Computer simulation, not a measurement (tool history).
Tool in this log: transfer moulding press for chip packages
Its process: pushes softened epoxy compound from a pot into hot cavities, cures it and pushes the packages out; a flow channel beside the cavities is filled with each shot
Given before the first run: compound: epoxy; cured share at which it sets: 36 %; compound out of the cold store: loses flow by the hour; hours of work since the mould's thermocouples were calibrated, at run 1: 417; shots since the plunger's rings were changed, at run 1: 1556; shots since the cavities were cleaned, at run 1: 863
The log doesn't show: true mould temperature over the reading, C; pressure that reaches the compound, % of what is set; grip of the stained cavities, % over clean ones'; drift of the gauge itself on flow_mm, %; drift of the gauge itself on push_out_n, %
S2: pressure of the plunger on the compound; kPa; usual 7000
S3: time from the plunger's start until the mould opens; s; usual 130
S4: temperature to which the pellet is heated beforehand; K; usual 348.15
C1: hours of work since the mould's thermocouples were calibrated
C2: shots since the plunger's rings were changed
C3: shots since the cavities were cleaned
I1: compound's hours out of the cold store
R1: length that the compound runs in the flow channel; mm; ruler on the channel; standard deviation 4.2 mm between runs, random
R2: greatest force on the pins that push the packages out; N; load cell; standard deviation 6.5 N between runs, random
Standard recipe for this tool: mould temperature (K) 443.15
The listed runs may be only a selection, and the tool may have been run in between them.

{"run": 1, "hour": 0.0, "mould temperature (K)": 443.15, "S2": 7000, "S3": 130, "S4": 348.15, "C1": 417, "C2": 1556, "C3": 863, "I1": 25.8, "R1": 635, "R2": 593}
{"hour": 8.4, "done": "cavities cleaned with cleaning compound and waxed"}
{"run": 2, "hour": 24.3, "mould temperature (K)": 443.15, "S2": 7000, "S3": 130, "S4": 348.15, "C1": 434, "C2": 1796, "C3": 167, "I1": 25.3, "R1": 634, "R2": 394}
{"run": 3, "hour": 66.0, "mould temperature (K)": 443.15, "S2": 7000, "S3": 130, "S4": 348.15, "C1": 465, "C2": 2237, "C3": 608, "I1": 27.1, "R1": 622, "R2": 542}
{"run": 4, "hour": 90.6, "mould temperature (K)": 443.15, "S2": 7000, "S3": 130, "S4": 348.15, "C1": 483, "C2": 2496, "C3": 867, "I1": 17.3, "R1": 641, "R2": 570}
{"hour": 97.6, "done": "cavities cleaned with cleaning compound and waxed"}
{"run": 5, "hour": 117.9, "mould temperature (K)": 443.15, "S2": 7000, "S3": 130, "S4": 352.15, "C1": 502, "C2": 2769, "C3": 215, "I1": 43.3, "R1": 596, "R2": 424}
{"run": 6, "hour": 157.3, "mould temperature (K)": 443.15, "S2": 7000, "S3": 130, "S4": 352.15, "C1": 531, "C2": 3185, "C3": 631, "I1": 37.5, "R1": 597, "R2": 547}
{"hour": 189.2, "done": "cavities cleaned with cleaning compound and waxed"}
{"hour": 201.7, "done": "plunger's sealing rings changed"}
{"run": 7, "hour": 203.2, "mould temperature (K)": 443.15, "S2": 7000, "S3": 130, "S4": 348.15, "C1": 562, "C2": 15, "C3": 121, "I1": 23.8, "R1": 654, "R2": 362}
{"run": 8, "hour": 223.1, "mould temperature (K)": 443.15, "S2": 7000, "S3": 130, "S4": 348.15, "C1": 577, "C2": 225, "C3": 331, "I1": 18.8, "R1": 664, "R2": 473}
{"run": 9, "hour": 248.7, "mould temperature (K)": 443.15, "S2": 7000, "S3": 130, "S4": 348.15, "C1": 596, "C2": 496, "C3": 602, "I1": 12.6, "R1": 666, "R2": 559}
{"hour": 281.4, "done": "cavities cleaned with cleaning compound and waxed"}
{"run": 10, "hour": 293.9, "mould temperature (K)": 443.15, "S2": 7000, "S3": 130, "S4": 357.15, "C1": 629, "C2": 957, "C3": 132, "I1": 46.8, "R1": 606, "R2": 384}
{"run": 11, "hour": 329.7, "mould temperature (K)": 443.15, "S2": 6380, "S3": 130, "S4": 357.15, "C1": 655, "C2": 1334, "C3": 509, "I1": 17.5, "R1": 629, "R2": 538}
{"run": 12, "hour": 359.7, "mould temperature (K)": 443.15, "S2": 5490, "S3": 130, "S4": 348.15, "C1": 677, "C2": 1651, "C3": 826, "I1": 21.2, "R1": 575, "R2": 594}
{"hour": 373.1, "done": "cavities cleaned with cleaning compound and waxed"}
{"run": 13, "hour": 391.7, "mould temperature (K)": 443.15, "S2": 5490, "S3": 130, "S4": 348.15, "C1": 700, "C2": 1973, "C3": 196, "I1": 33.8, "R1": 546, "R2": 417}

Forecast run 14:
{"run": 14, "hour": 419.1, "mould temperature (K)": 443.15, "S2": 7000, "S3": 130, "S4": 349.15, "C1": 720, "C2": 2262, "C3": 485, "I1": 46.0, "R1": "?", "R2": "?"}

Logged for run 14: R1 601 mm, R2 530 N.
Had the tool carried no hidden state, the very same run would have given R1 621 mm, R2 268 N.
